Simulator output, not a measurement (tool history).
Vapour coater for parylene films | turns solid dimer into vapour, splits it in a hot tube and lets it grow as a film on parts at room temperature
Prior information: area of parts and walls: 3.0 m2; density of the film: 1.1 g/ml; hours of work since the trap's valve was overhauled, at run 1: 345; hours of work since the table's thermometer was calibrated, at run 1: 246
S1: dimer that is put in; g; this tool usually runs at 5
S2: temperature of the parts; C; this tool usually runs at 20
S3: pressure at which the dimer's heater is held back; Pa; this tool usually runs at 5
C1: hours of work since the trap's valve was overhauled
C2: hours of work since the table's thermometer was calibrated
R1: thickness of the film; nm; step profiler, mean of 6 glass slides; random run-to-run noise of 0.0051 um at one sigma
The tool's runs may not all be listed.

Run 1, hour 0: usual settings; C1 345; C2 246. Result: R1 886 nm.
Run 2, hour 25.4: usual settings; C1 356; C2 257. Result: R1 876 nm.
Run 3, hour 55.8: usual settings but S2 30 C; C1 370; C2 270. Result: R1 530 nm.
Run 4, hour 70.6: usual settings but S2 30 C; C1 376; C2 277. Result: R1 535 nm.
Run 5, hour 100.8: usual settings but S1 8 g; C1 389; C2 290. Result: R1 1392 nm.
Run 6, hour 118.7: usual settings but S1 8 g; C1 397; C2 298. Result: R1 1380 nm.
Run 7, hour 134.6: usual settings but S1 8 g; C1 404; C2 305. Result: R1 1378 nm.
Run 8, hour 153.4: usual settings but S1 8 g; C1 412; C2 313. Result: R1 1380 nm.
Run 9, hour 176.5: usual settings but S1 8 g; C1 422; C2 323. Result: R1 1377 nm.
Run 10, hour 202.9: usual settings but S2 25 C, S3 3.3 Pa; C1 434; C2 335. Result: R1 713 nm.
Run 11, hour 234.6: usual settings but S2 25 C, S3 3.3 Pa; C1 448; C2 349. Result: R1 695 nm.
Run 12, hour 268.4: usual settings but S2 22 C, S3 3.14 Pa; C1 463; C2 364. Result: R1 818 nm.
Run 13, hour 293.4: usual settings but S2 22 C, S3 3.14 Pa; C1 474; C2 374. Result: R1 811 nm.
Run 14, hour 311.9: usual settings but S1 6 g, S3 3.93 Pa; C1 482; C2 383. Result: R1 1048 nm.

Predict each of these 5 candidate next runs independently; none follows another, all start after run 14:
At hour 318.2: trap's valve overhauled.
Run A, hour 331.5: usual settings but S1 8 g; C1 6; C2 389. Result: R1 ?.
At hour 318.2: trap's valve overhauled.
Run B, hour 331.5: usual settings but S1 7 g, S2 13 C, S3 3.75 Pa; C1 6; C2 389. Result: R1 ?.
At hour 318.2: trap's valve overhauled.
Run C, hour 331.5: usual settings but S1 2 g, S2 19 C; C1 6; C2 389. Result: R1 ?.
At hour 318.2: trap's valve overhauled.
Run D, hour 331.5: usual settings but S1 4 g, S3 2.72 Pa; C1 6; C2 389. Result: R1 ?.
At hour 318.2: trap's valve overhauled.
Run E, hour 331.5: usual settings but S3 2.63 Pa; C1 6; C2 389. Result: R1 ?.

run    R1
  A  1531
  B  1950
  C   395
  D   820
  E  1031
Without the tool's unlogged condition, the same runs would have read:
run    R1
  A  1519
  B  1935
  C   392
  D   813
  E  1022

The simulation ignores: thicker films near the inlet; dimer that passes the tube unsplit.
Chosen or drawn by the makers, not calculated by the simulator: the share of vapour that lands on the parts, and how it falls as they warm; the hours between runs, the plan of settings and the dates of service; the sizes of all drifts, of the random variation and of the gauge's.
